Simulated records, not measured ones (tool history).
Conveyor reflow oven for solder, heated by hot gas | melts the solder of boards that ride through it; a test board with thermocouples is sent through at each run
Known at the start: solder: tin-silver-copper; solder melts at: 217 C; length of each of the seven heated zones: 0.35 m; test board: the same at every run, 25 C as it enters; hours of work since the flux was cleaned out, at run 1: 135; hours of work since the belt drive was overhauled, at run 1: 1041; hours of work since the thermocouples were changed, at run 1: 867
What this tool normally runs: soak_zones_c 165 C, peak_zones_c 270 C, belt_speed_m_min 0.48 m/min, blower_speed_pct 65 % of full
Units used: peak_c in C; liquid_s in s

run    hour  soak_zones_c  peak_zones_c  belt_speed_m_min  blower_speed_pct  hours of work since the flux was cleaned out  hours of work since the belt drive was overhauled  hours of work since the thermocouples were changed  peak_c  liquid_s
  1       0           165           270              0.48                65                                           135                                               1041                                                 867     256      66.9
       33.4  -- belt drive overhauled, speed set with a stopwatch
  2    55.6           165           270              0.48                65                                           163                                                 12                                                 896   255.9      67.5
  3    97.5           165           270              0.48                65                                           187                                                 36                                                 919   255.7      67.9
  4   138.9           165           270              0.48                65                                           210                                                 59                                                 942   255.5      67.7
  5   226.2           171           270              0.48                65                                           258                                                107                                                 991   256.7      70.6
      243.3  -- flux residue cleaned out of gas plates and filters
  6   319.5           165           270              0.48                73                                            42                                                157                                                1040   258.8      71.4
  7   390.3           165           270              0.48                73                                            82                                                196                                                1080   258.7      70.6
      442.5  -- belt drive overhauled, speed set with a stopwatch, once more
  8   480.7           165           270              0.48                73                                           130                                                 21                                                1128   257.1      65.2
      539.5  -- thermocouples of zones 6 and 7 changed
  9   539.5           173           270              0.48                65                                           162                                                 53                                                   0   252.8      65.9
 10   624.3           173           270              0.48                65                                           209                                                100                                                  47   252.5      65.6
 11   683.3           173           270              0.48                65                                           242                                                133                                                  80   252.7      65.3
      731.3  -- flux residue cleaned out of gas plates and filters
 12   733.8           173           270              0.48                65                                             1                                                158                                                 105   254.4      67.9
 13   789.7           173           270              0.48                65                                            33                                                189                                                 137   254.8      67.6
 14   859.2           165           270             0.556                65                                            71                                                228                                                 175   247.6      48.9
 15     948           165           270             0.556                65                                           121                                                278                                                 225   247.1      48.2
 16    1035           165           270             0.531                65                                           169                                                326                                                 273   248.3      51.9
 17  1084.8           165           282             0.514                65                                           197                                                354                                                 301   260.3      63.8
 18  1176.4           165           282              0.53                65                                           248                                                405                                                 352   259.3        61
     1211.6  -- flux residue cleaned out of gas plates and filters
 19  1235.1           165           282              0.53                65                                            13                                                435                                                 382   261.1      62.4
 20  1282.6           162           270             0.549                65                                            40                                                461                                                 408   248.1      49.6
 21  1372.6           155           270             0.549                65                                            90                                                512                                                 459   246.7      46.5
 22  1422.7           155           270             0.441                65                                           118                                                539                                                 486   255.2      68.2
 23  1460.4           155           270             0.441                65                                           139                                                560                                                 507   255.3      68.5
 24  1524.6           165           266             0.486                74                                           174                                                596                                                 543   251.4      62.2
 25  1588.4           168           266             0.486                85                                           210                                                632                                                 579   253.5      65.6

What will run 26 give?
 26  1665.3           168           266             0.486                79                                           253                                                675                                                 622       ?         ?

Run 26 gave peak_c 252.6 C, liquid_s 63.8 s.
Were there no unlogged condition in the tool, this run, its random variation unchanged, would have produced peak_c 252.4 C, liquid_s 63 s.
